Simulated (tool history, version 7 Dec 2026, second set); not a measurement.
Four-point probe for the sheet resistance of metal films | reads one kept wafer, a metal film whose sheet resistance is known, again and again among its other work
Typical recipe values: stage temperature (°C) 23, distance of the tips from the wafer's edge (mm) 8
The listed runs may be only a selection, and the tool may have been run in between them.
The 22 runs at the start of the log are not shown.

run,hour,stage temperature (°C),distance of the tips from the wafer's edge (mm),touches since the probe head was changed,hours of work since the stage's thermometer was calibrated,sheet resistance as the instrument gives it (ohm/square)
23,536,23,8,50750,719,4.527628
# hour 539.5: stage's thermometer calibrated
24,558.6,19,6,51475,12,4.550004
25,573.5,19,6,51967,21,4.549359
26,596.7,25,32,52728,35,4.509155
27,627.9,23,49,53754,55,4.512129
28,644.8,24,11,54311,65,4.516944
# hour 660.7: stage's thermometer calibrated, once more
29,678.8,23,3,55414,11,4.616291
30,706.5,34,75,56323,28,4.483587
31,730.1,25,3,57100,43,4.610214
32,756.5,25,3,57967,59,4.611306
33,778.9,35,8,58706,73,4.49521
34,812.6,35,8,59812,94,4.494822
35,845.7,28,7,60903,115,4.515287
36,874,20,4,61834,132,4.575994
37,889.8,20,4,62354,142,4.575393
38,917,24,73,63246,159,4.504857
39,951.4,24,73,64379,180,4.504745
40,970.2,24,6,64996,192,4.531312
41,998.6,23,28,65930,209,4.507633
42,1023.9,32,56,66764,225,4.486968
43,1047.3,32,56,67532,239,4.484888
44,1067.8,25,10,68207,252,4.512267
45,1093.8,21,10,69062,268,4.522971
46,1125.6,22,61,70107,288,4.508629

Predict each of these 3 candidate next runs independently; none follows another, all start after run 46:
A,1153.6,30,7,71029,305,?
B,1153.6,19,27,71029,305,?
C,1153.6,31,6,71029,305,?

run,sheet resistance as the instrument gives it (ohm/square)
A,4.509858
B,4.519138
C,4.515598
Had the tool no hidden state, the same runs would have come out as:
run,sheet resistance as the instrument gives it (ohm/square)
A,4.519945
B,4.529245
C,4.525697
